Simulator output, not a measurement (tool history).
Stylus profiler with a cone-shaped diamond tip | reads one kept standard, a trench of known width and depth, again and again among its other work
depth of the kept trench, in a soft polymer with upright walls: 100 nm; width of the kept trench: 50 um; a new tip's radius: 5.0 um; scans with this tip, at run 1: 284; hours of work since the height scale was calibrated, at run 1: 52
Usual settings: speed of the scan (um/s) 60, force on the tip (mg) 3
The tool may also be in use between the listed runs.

run	hour	speed of the scan (um/s)	force on the tip (mg)	scans with this tip	hours of work since the height scale was calibrated	depth of the trench (angstrom)	width of the trench's floor (um)
1	0	60	3	284	52	1016.3	47.77
2	10.5	60	2.06	314	57	1012.3	47.73
3	20.5	60	2.06	343	63	1012.4	47.76
4	36.4	60	1.71	390	71	1010.6	47.76
5	47.5	60	1.71	422	77	1010.5	47.75
6	58.6	232	3	455	83	1015.2	47.33
7	73.9	232	3	499	91	1015.2	47.35
8	90.4	44	3	547	100	1015.2	47.85
9	103.9	60	7.55	587	107	1029.4	47.89
10	121	60	7.55	637	116	1029.5	47.8
11	135.9	18	7.55	680	124	1029	47.91
12	150	29	3	722	131	1015.4	47.81
13	165	29	3	765	139	1015.9	47.86
14	182.3	29	3	816	148	1015.2	47.86
15	199.7	32	3	867	158	1015.1	47.85
16	209.2	60	7.39	895	163	1028.2	47.85
17	216.3	25	8.55	915	167	1031.9	47.87
18	224.3	91	8.6	939	171	1031.7	47.75
19	241.8	91	8.6	990	180	1031.5	47.77
20	252.3	16	1.81	1020	186	1010	47.83
21	264.6	206	1.35	1056	192	1008.2	47.05
22	277.1	217	1.18	1093	199	1008	46.96
23	290.2	52	8.95	1131	206	1032.6	47.82
24	303.2	140	1.12	1169	213	1007.3	47.21
25	320.2	19	3.69	1219	222	1018	47.85
26	334.9	150	1.02	1262	230	1006.9	47.24
27	348.1	150	1.02	1300	236	1006.4	47.18
28	363.1	18	4.94	1344	244	1020.9	47.84

Forecast each of these 4 alternatives for the next run:
A	375.7	16	1.58	1381	251	?	?
B	375.7	133	1.06	1381	251	?	?
C	375.7	26	7.6	1381	251	?	?
D	375.7	60	2.14	1381	251	?	?

run	depth of the trench (angstrom)	width of the trench's floor (um)
A	1010	47.84
B	1007	47.33
C	1028.9	47.83
D	1011.4	47.74
Without the tool's hidden state the same runs would have given:
run	depth of the trench (angstrom)	width of the trench's floor (um)
A	1011.2	47.96
B	1008.2	47.45
C	1030.1	47.95
D	1012.6	47.87

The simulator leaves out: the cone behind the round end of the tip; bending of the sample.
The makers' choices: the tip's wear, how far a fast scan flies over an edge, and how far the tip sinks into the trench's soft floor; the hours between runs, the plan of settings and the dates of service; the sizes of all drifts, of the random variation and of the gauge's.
